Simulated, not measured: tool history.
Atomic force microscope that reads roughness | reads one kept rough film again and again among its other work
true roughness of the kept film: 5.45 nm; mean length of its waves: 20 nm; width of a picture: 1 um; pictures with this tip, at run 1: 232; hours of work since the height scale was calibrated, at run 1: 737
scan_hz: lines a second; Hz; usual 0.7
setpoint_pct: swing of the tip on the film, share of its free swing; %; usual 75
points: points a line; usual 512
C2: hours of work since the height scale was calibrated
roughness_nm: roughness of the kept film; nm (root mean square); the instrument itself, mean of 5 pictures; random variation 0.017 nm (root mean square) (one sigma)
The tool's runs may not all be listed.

run 1 hour=0 | scan_hz=0.7 setpoint_pct=75 points=512 | pictures_with_this_tip=232 C2=737 | roughness_nm=2.618
-- hour=13.6 new tip fitted
run 2 hour=23 | scan_hz=0.7 setpoint_pct=75 points=512 | pictures_with_this_tip=14 C2=749 | roughness_nm=3.86
run 3 hour=41.8 | scan_hz=0.7 setpoint_pct=75 points=512 | pictures_with_this_tip=40 C2=759 | roughness_nm=3.627
run 4 hour=66.4 | scan_hz=0.7 setpoint_pct=75 points=512 | pictures_with_this_tip=75 C2=772 | roughness_nm=3.394
run 5 hour=99.5 | scan_hz=0.7 setpoint_pct=75 points=512 | pictures_with_this_tip=121 C2=790 | roughness_nm=3.108
run 6 hour=134.8 | scan_hz=0.7 setpoint_pct=75 points=512 | pictures_with_this_tip=170 C2=808 | roughness_nm=2.844
-- hour=139.1 height scale calibrated on a step standard
run 7 hour=154.1 | scan_hz=2.416 setpoint_pct=60 points=512 | pictures_with_this_tip=196 C2=8 | roughness_nm=2.706
-- hour=192.7 new tip fitted
run 8 hour=194.9 | scan_hz=2.594 setpoint_pct=71 points=364 | pictures_with_this_tip=3 C2=29 | roughness_nm=3.793
run 9 hour=235.1 | scan_hz=2.594 setpoint_pct=71 points=364 | pictures_with_this_tip=59 C2=50 | roughness_nm=3.337
run 10 hour=273.3 | scan_hz=0.542 setpoint_pct=89 points=731 | pictures_with_this_tip=113 C2=71 | roughness_nm=3.133
-- hour=293.5 height scale calibrated on a step standard, once more
run 11 hour=310.5 | scan_hz=0.542 setpoint_pct=80 points=276 | pictures_with_this_tip=164 C2=9 | roughness_nm=2.85
run 12 hour=338.2 | scan_hz=0.795 setpoint_pct=75 points=512 | pictures_with_this_tip=202 C2=24 | roughness_nm=2.745

Forecast each of these 4 alternatives for the next run:
-- hour=370.3 new tip fitted
run A hour=374.3 | scan_hz=2.931 setpoint_pct=58 points=512 | pictures_with_this_tip=5 C2=42 | roughness_nm=?
-- hour=370.3 new tip fitted
run B hour=374.3 | scan_hz=0.631 setpoint_pct=75 points=258 | pictures_with_this_tip=5 C2=42 | roughness_nm=?
-- hour=370.3 new tip fitted
run C hour=374.3 | scan_hz=0.552 setpoint_pct=75 points=717 | pictures_with_this_tip=5 C2=42 | roughness_nm=?
-- hour=370.3 new tip fitted
run D hour=374.3 | scan_hz=1.905 setpoint_pct=81 points=512 | pictures_with_this_tip=5 C2=42 | roughness_nm=?

run=A roughness_nm=3.999
run=B roughness_nm=3.924
run=C roughness_nm=4.063
run=D roughness_nm=3.79
Without the tool's hidden state the same runs would have given:
run=A roughness_nm=4.126
run=B roughness_nm=4.049
run=C roughness_nm=4.193
run=D roughness_nm=3.911

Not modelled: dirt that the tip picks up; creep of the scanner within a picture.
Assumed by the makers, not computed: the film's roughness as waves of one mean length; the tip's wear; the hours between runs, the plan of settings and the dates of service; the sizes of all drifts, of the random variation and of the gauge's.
